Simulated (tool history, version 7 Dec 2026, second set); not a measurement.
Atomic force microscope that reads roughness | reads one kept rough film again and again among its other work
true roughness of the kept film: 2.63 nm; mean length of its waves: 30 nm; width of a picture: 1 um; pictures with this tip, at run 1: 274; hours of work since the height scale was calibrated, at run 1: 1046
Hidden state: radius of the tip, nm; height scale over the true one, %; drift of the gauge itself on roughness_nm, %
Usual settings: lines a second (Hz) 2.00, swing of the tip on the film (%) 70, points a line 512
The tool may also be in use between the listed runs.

run   hour  lines a second (Hz)  swing of the tip on the film (%)  points a line  pictures with this tip  hours of work since the height scale was calibrated  roughness of the kept film (nm (root mean square))
  1    0.0                 2.00                                70            512                     274                                                 1046                                               1.573
      26.0  -- new tip fitted
  2   29.5                 2.00                                70            512                       8                                                 1069                                               2.107
  3   51.4                 2.00                                70            512                      58                                                 1086                                               1.972
  4   83.2                 2.00                                70            512                     130                                                 1110                                               1.814
  5  116.5                 2.00                                70            512                     206                                                 1136                                               1.710
  6  139.4                 2.00                                70            512                     258                                                 1154                                               1.629
  7  169.5                 2.00                                70            512                     327                                                 1177                                               1.535
     172.7  -- new tip fitted
  8  194.5                 2.00                                70            512                      49                                                 1196                                               1.999
  9  218.1                 2.00                                70            512                     103                                                 1214                                               1.886
 10  241.3                 2.00                                56            512                     156                                                 1232                                               1.875
 11  276.8                 2.00                                70            512                     237                                                 1260                                               1.641
 12  296.8                 0.61                                70            512                     282                                                 1275                                               1.693
     317.7  -- new tip fitted
 13  328.6                 0.61                                70            512                      24                                                 1300                                               2.180
 14  360.4                 2.00                                70            512                      97                                                 1324                                               1.891
 15  383.0                 3.12                                60            756                     148                                                 1342                                               1.816
 16  409.4                 2.38                                77            512                     208                                                 1362                                               1.590
 17  442.8                 1.14                                79            565                     284                                                 1388                                               1.590
     462.8  -- new tip fitted
 18  470.8                 1.14                                79            565                      18                                                 1409                                               2.067
 19  508.3                 1.14                                79            565                     103                                                 1438                                               1.880
 20  525.9                 2.00                                77            512                     143                                                 1452                                               1.733
 21  557.0                 0.55                                79           1022                     214                                                 1476                                               1.764
 22  589.7                 0.79                                70            519                     288                                                 1501                                               1.664
 23  606.3                 0.59                                62            519                     326                                                 1514                                               1.630
     610.1  -- new tip fitted
 24  637.5                 0.59                                62            519                      62                                                 1538                                               2.123
 25  658.4                 3.43                                70            548                     110                                                 1554                                               1.762
 26  688.7                 2.74                                70            341                     179                                                 1578                                               1.704
 27  713.0                 2.74                                70            341                     234                                                 1596                                               1.607

Forecast each of these 4 alternatives for the next run:
  A  739.9                 2.00                                70            299                     295                                                 1617                                                   ?
  B  739.9                 2.00                                70            849                     295                                                 1617                                                   ?
  C  739.9                 2.00                                70            599                     295                                                 1617                                                   ?
  D  739.9                 2.00                                63            470                     295                                                 1617                                                   ?

run  roughness of the kept film (nm (root mean square))
  A                                               1.552
  B                                               1.568
  C                                               1.582
  D                                               1.638
Without the tool's hidden state the same runs would have given:
run  roughness of the kept film (nm (root mean square))
  A                                               2.114
  B                                               2.134
  C                                               2.156
  D                                               2.229
